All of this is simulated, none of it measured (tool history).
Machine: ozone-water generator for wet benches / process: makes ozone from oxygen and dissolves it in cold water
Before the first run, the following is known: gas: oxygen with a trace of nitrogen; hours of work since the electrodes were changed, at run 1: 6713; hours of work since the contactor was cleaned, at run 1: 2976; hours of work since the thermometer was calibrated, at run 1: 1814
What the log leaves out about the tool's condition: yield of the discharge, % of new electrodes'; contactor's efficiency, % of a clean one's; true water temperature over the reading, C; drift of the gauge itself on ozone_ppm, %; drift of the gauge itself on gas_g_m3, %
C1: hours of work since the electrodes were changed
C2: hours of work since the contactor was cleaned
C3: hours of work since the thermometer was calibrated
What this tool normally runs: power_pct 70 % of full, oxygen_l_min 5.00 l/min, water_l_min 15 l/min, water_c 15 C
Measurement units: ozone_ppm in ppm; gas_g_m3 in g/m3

{"run": 1, "hour": 0.0, "power_pct": 70, "oxygen_l_min": 5.0, "water_l_min": 15, "water_c": 15, "C1": 6713, "C2": 2976, "C3": 1814, "ozone_ppm": 28.9, "gas_g_m3": 196.3}
{"run": 2, "hour": 116.1, "power_pct": 70, "oxygen_l_min": 5.0, "water_l_min": 15, "water_c": 9, "C1": 6818, "C2": 3081, "C3": 1920, "ozone_ppm": 31.7, "gas_g_m3": 199.2}
{"run": 3, "hour": 252.4, "power_pct": 70, "oxygen_l_min": 5.0, "water_l_min": 15, "water_c": 9, "C1": 6942, "C2": 3205, "C3": 2044, "ozone_ppm": 31.8, "gas_g_m3": 197.6}
{"run": 4, "hour": 346.2, "power_pct": 70, "oxygen_l_min": 5.0, "water_l_min": 15, "water_c": 9, "C1": 7028, "C2": 3291, "C3": 2129, "ozone_ppm": 32.2, "gas_g_m3": 195.4}
{"run": 5, "hour": 545.6, "power_pct": 70, "oxygen_l_min": 5.0, "water_l_min": 15, "water_c": 9, "C1": 7209, "C2": 3472, "C3": 2311, "ozone_ppm": 31.9, "gas_g_m3": 196.5}
{"run": 6, "hour": 644.9, "power_pct": 45, "oxygen_l_min": 5.0, "water_l_min": 15, "water_c": 9, "C1": 7299, "C2": 3563, "C3": 2401, "ozone_ppm": 23.8, "gas_g_m3": 145.6}
{"run": 7, "hour": 820.5, "power_pct": 45, "oxygen_l_min": 5.0, "water_l_min": 15, "water_c": 9, "C1": 7459, "C2": 3723, "C3": 2561, "ozone_ppm": 23.6, "gas_g_m3": 146.8}
{"run": 8, "hour": 960.2, "power_pct": 70, "oxygen_l_min": 5.0, "water_l_min": 15, "water_c": 15, "C1": 7586, "C2": 3850, "C3": 2688, "ozone_ppm": 28.9, "gas_g_m3": 197.0}
{"run": 9, "hour": 1108.0, "power_pct": 70, "oxygen_l_min": 5.0, "water_l_min": 16, "water_c": 15, "C1": 7721, "C2": 3984, "C3": 2823, "ozone_ppm": 27.8, "gas_g_m3": 195.4}
{"run": 10, "hour": 1259.3, "power_pct": 70, "oxygen_l_min": 4.22, "water_l_min": 15, "water_c": 15, "C1": 7859, "C2": 4122, "C3": 2960, "ozone_ppm": 29.1, "gas_g_m3": 214.5}
{"run": 11, "hour": 1432.5, "power_pct": 70, "oxygen_l_min": 4.22, "water_l_min": 15, "water_c": 15, "C1": 8016, "C2": 4280, "C3": 3118, "ozone_ppm": 29.3, "gas_g_m3": 219.6}
{"run": 12, "hour": 1642.4, "power_pct": 70, "oxygen_l_min": 4.22, "water_l_min": 15, "water_c": 15, "C1": 8207, "C2": 4471, "C3": 3309, "ozone_ppm": 29.5, "gas_g_m3": 216.5}
{"run": 13, "hour": 1748.9, "power_pct": 70, "oxygen_l_min": 4.22, "water_l_min": 15, "water_c": 15, "C1": 8304, "C2": 4567, "C3": 3406, "ozone_ppm": 29.6, "gas_g_m3": 215.8}
{"run": 14, "hour": 1864.9, "power_pct": 70, "oxygen_l_min": 4.22, "water_l_min": 15, "water_c": 15, "C1": 8410, "C2": 4673, "C3": 3511, "ozone_ppm": 29.2, "gas_g_m3": 215.7}
{"run": 15, "hour": 2016.4, "power_pct": 92, "oxygen_l_min": 5.0, "water_l_min": 15, "water_c": 15, "C1": 8548, "C2": 4811, "C3": 3649, "ozone_ppm": 34.7, "gas_g_m3": 231.3}
{"run": 16, "hour": 2179.0, "power_pct": 70, "oxygen_l_min": 5.0, "water_l_min": 10, "water_c": 15, "C1": 8696, "C2": 4959, "C3": 3797, "ozone_ppm": 37.0, "gas_g_m3": 193.0}
{"run": 17, "hour": 2331.1, "power_pct": 70, "oxygen_l_min": 5.0, "water_l_min": 17, "water_c": 15, "C1": 8834, "C2": 5097, "C3": 3936, "ozone_ppm": 26.8, "gas_g_m3": 193.1}
{"run": 18, "hour": 2536.9, "power_pct": 70, "oxygen_l_min": 5.0, "water_l_min": 17, "water_c": 15, "C1": 9021, "C2": 5285, "C3": 4123, "ozone_ppm": 27.1, "gas_g_m3": 192.1}
{"run": 19, "hour": 2642.1, "power_pct": 60, "oxygen_l_min": 2.76, "water_l_min": 15, "water_c": 11, "C1": 9117, "C2": 5380, "C3": 4219, "ozone_ppm": 27.3, "gas_g_m3": 248.5}
{"run": 20, "hour": 2796.3, "power_pct": 60, "oxygen_l_min": 2.76, "water_l_min": 15, "water_c": 11, "C1": 9258, "C2": 5521, "C3": 4359, "ozone_ppm": 27.6, "gas_g_m3": 250.3}
{"hour": 2909.7, "done": "gauge calibrated"}
{"run": 21, "hour": 2950.5, "power_pct": 74, "oxygen_l_min": 7.58, "water_l_min": 17, "water_c": 8, "C1": 9398, "C2": 5661, "C3": 4499, "ozone_ppm": 29.6, "gas_g_m3": 158.6}
{"run": 22, "hour": 3162.1, "power_pct": 63, "oxygen_l_min": 3.06, "water_l_min": 15, "water_c": 15, "C1": 9590, "C2": 5854, "C3": 4692, "ozone_ppm": 27.5, "gas_g_m3": 249.0}
{"run": 23, "hour": 3291.8, "power_pct": 63, "oxygen_l_min": 3.06, "water_l_min": 15, "water_c": 15, "C1": 9709, "C2": 5972, "C3": 4810, "ozone_ppm": 27.5, "gas_g_m3": 248.5}
{"run": 24, "hour": 3473.0, "power_pct": 63, "oxygen_l_min": 3.06, "water_l_min": 15, "water_c": 15, "C1": 9873, "C2": 6137, "C3": 4975, "ozone_ppm": 27.7, "gas_g_m3": 248.0}
{"run": 25, "hour": 3684.6, "power_pct": 63, "oxygen_l_min": 3.06, "water_l_min": 15, "water_c": 15, "C1": 10066, "C2": 6329, "C3": 5168, "ozone_ppm": 27.9, "gas_g_m3": 247.6}
{"hour": 3759.6, "done": "water thermometer calibrated"}
{"run": 26, "hour": 3821.2, "power_pct": 63, "oxygen_l_min": 3.06, "water_l_min": 15, "water_c": 15, "C1": 10190, "C2": 6453, "C3": 56, "ozone_ppm": 27.8, "gas_g_m3": 248.5}
{"run": 27, "hour": 3933.0, "power_pct": 63, "oxygen_l_min": 5.06, "water_l_min": 11, "water_c": 15, "C1": 10292, "C2": 6555, "C3": 158, "ozone_ppm": 32.5, "gas_g_m3": 179.4}
{"run": 28, "hour": 4034.3, "power_pct": 63, "oxygen_l_min": 5.06, "water_l_min": 11, "water_c": 17, "C1": 10384, "C2": 6647, "C3": 250, "ozone_ppm": 31.5, "gas_g_m3": 181.4}
{"run": 29, "hour": 4132.4, "power_pct": 63, "oxygen_l_min": 5.0, "water_l_min": 15, "water_c": 17, "C1": 10473, "C2": 6736, "C3": 339, "ozone_ppm": 26.4, "gas_g_m3": 181.6}
{"run": 30, "hour": 4316.9, "power_pct": 43, "oxygen_l_min": 5.0, "water_l_min": 15, "water_c": 15, "C1": 10641, "C2": 6904, "C3": 507, "ozone_ppm": 20.7, "gas_g_m3": 140.2}
{"run": 31, "hour": 4530.2, "power_pct": 43, "oxygen_l_min": 5.0, "water_l_min": 15, "water_c": 15, "C1": 10835, "C2": 7098, "C3": 701, "ozone_ppm": 20.8, "gas_g_m3": 141.7}
{"run": 32, "hour": 4671.7, "power_pct": 43, "oxygen_l_min": 5.0, "water_l_min": 15, "water_c": 15, "C1": 10964, "C2": 7227, "C3": 830, "ozone_ppm": 20.9, "gas_g_m3": 139.6}
{"run": 33, "hour": 4759.0, "power_pct": 43, "oxygen_l_min": 5.0, "water_l_min": 15, "water_c": 15, "C1": 11043, "C2": 7307, "C3": 910, "ozone_ppm": 20.4, "gas_g_m3": 140.3}

Predict each of these 4 candidate next runs independently; none follows another, all start after run 33:
{"run": "A", "hour": 4919.6, "power_pct": 65, "oxygen_l_min": 5.47, "water_l_min": 15, "water_c": 15, "C1": 11189, "C2": 7453, "C3": 1056, "ozone_ppm": "?", "gas_g_m3": "?"}
{"run": "B", "hour": 4919.6, "power_pct": 99, "oxygen_l_min": 3.59, "water_l_min": 15, "water_c": 12, "C1": 11189, "C2": 7453, "C3": 1056, "ozone_ppm": "?", "gas_g_m3": "?"}
{"run": "C", "hour": 4919.6, "power_pct": 46, "oxygen_l_min": 5.0, "water_l_min": 15, "water_c": 15, "C1": 11189, "C2": 7453, "C3": 1056, "ozone_ppm": "?", "gas_g_m3": "?"}
{"run": "D", "hour": 4919.6, "power_pct": 70, "oxygen_l_min": 5.0, "water_l_min": 15, "water_c": 7, "C1": 11189, "C2": 7453, "C3": 1056, "ozone_ppm": "?", "gas_g_m3": "?"}

run=A ozone_ppm=27.7 gas_g_m3=175.4
run=B ozone_ppm=38.9 gas_g_m3=299.3
run=C ozone_ppm=21.8 gas_g_m3=145.9
run=D ozone_ppm=32.6 gas_g_m3=196.2
With the hidden condition removed and each run's random variation left untouched, the same runs would have given:
run=A ozone_ppm=27.8 gas_g_m3=179.3
run=B ozone_ppm=39.0 gas_g_m3=306.3
run=C ozone_ppm=21.8 gas_g_m3=149.1
run=D ozone_ppm=32.7 gas_g_m3=200.7

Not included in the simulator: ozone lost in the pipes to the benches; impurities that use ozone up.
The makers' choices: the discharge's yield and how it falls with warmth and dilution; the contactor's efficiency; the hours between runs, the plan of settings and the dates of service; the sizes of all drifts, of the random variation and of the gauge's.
